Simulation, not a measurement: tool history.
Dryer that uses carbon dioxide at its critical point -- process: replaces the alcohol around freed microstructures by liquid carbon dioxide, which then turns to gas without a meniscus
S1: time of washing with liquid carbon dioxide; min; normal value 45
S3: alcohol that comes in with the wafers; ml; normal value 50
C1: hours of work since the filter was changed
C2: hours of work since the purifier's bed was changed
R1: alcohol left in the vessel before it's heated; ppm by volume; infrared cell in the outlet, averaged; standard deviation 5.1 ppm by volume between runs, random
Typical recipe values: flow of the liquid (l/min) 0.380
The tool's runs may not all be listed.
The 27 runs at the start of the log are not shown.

run 28 hour=178.0 | S1=31 flow_of_the_liquid_(l/min)=0.566 S3=59 | C1=256 C2=59 | R1=121
run 29 hour=185.0 | S1=45 flow_of_the_liquid_(l/min)=0.379 S3=50 | C1=258 C2=61 | R1=147
run 30 hour=190.3 | S1=45 flow_of_the_liquid_(l/min)=0.379 S3=50 | C1=260 C2=63 | R1=131
run 31 hour=196.7 | S1=45 flow_of_the_liquid_(l/min)=0.380 S3=21 | C1=262 C2=65 | R1=76
run 32 hour=203.5 | S1=48 flow_of_the_liquid_(l/min)=0.380 S3=77 | C1=264 C2=67 | R1=152
run 33 hour=208.9 | S1=62 flow_of_the_liquid_(l/min)=0.617 S3=73 | C1=266 C2=68 | R1=33
run 34 hour=215.5 | S1=69 flow_of_the_liquid_(l/min)=0.380 S3=50 | C1=268 C2=71 | R1=39
run 35 hour=222.0 | S1=56 flow_of_the_liquid_(l/min)=0.499 S3=50 | C1=270 C2=73 | R1=39
run 36 hour=230.6 | S1=56 flow_of_the_liquid_(l/min)=0.499 S3=50 | C1=273 C2=75 | R1=35
run 37 hour=239.0 | S1=45 flow_of_the_liquid_(l/min)=0.254 S3=50 | C1=275 C2=78 | R1=773
run 38 hour=246.4 | S1=45 flow_of_the_liquid_(l/min)=0.254 S3=50 | C1=278 C2=80 | R1=785
run 39 hour=253.2 | S1=45 flow_of_the_liquid_(l/min)=0.254 S3=50 | C1=280 C2=83 | R1=784
run 40 hour=260.8 | S1=30 flow_of_the_liquid_(l/min)=0.265 S3=50 | C1=282 C2=85 | R1=2268
run 41 hour=267.9 | S1=30 flow_of_the_liquid_(l/min)=0.265 S3=50 | C1=284 C2=87 | R1=2275

3 options for the next run, each taken on its own from the tool as it stands now. Forecast them:
run A hour=273.5 | S1=39 flow_of_the_liquid_(l/min)=0.529 S3=23 | C1=286 C2=89 | R1=?
run B hour=273.5 | S1=45 flow_of_the_liquid_(l/min)=0.380 S3=48 | C1=286 C2=89 | R1=?
run C hour=273.5 | S1=40 flow_of_the_liquid_(l/min)=0.313 S3=59 | C1=286 C2=89 | R1=?

run=A R1=53
run=B R1=143
run=C R1=645
Take away the tool's hidden state, keep each run's random variation, and the runs would have read:
run=A R1=8
run=B R1=54
run=C R1=361

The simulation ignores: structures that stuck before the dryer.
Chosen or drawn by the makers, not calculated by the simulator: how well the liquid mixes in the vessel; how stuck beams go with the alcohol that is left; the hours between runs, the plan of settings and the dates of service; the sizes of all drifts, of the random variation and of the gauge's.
